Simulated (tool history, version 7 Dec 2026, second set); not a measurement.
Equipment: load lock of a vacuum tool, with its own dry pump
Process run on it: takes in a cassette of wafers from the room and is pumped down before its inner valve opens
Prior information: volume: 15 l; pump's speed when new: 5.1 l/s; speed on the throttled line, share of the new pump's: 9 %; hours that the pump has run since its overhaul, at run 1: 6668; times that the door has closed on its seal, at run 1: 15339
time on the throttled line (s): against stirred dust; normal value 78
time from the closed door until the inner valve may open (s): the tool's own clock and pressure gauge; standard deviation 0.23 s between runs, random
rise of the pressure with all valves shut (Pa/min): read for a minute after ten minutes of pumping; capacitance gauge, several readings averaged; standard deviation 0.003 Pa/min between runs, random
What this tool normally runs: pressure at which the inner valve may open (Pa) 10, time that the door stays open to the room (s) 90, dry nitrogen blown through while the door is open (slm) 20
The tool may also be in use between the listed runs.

run	hour	time on the throttled line (s)	pressure at which the inner valve may open (Pa)	time that the door stays open to the room (s)	dry nitrogen blown through while the door is open (slm)	hours that the pump has run since its overhaul	times that the door has closed on its seal	incoming humidity of the room's air, %	time from the closed door until the inner valve may open (s)	rise of the pressure with all valves shut (Pa/min)
1	0.0	78	10	90	20	6668	15339	42.7	99.2	0.088
2	159.6	78	10	90	20	6828	16052	44.6	99.7	0.095
3	317.1	78	10	90	20	6985	16755	44.4	99.9	0.094
4	393.8	41	10	90	20	7062	17098	45.9	66.1	0.100
5	542.1	78	10	158	20	7210	17760	46.4	100.0	0.115
6	621.1	78	7	90	20	7289	18113	43.6	101.0	0.103
7	696.6	78	7	90	20	7365	18451	41.7	100.8	0.104

The next listed run, before its measurement:
8	848.8	119	7	40	20	7517	19130	44.8	?	?

time from the closed door until the inner valve may open (s): 138.6
rise of the pressure with all valves shut (Pa/min): 0.102
If the tool had no hidden condition, the same run with the same run-to-run variation would have returned time from the closed door until the inner valve may open (s) 137.1, rise of the pressure with all valves shut (Pa/min) 0.033.

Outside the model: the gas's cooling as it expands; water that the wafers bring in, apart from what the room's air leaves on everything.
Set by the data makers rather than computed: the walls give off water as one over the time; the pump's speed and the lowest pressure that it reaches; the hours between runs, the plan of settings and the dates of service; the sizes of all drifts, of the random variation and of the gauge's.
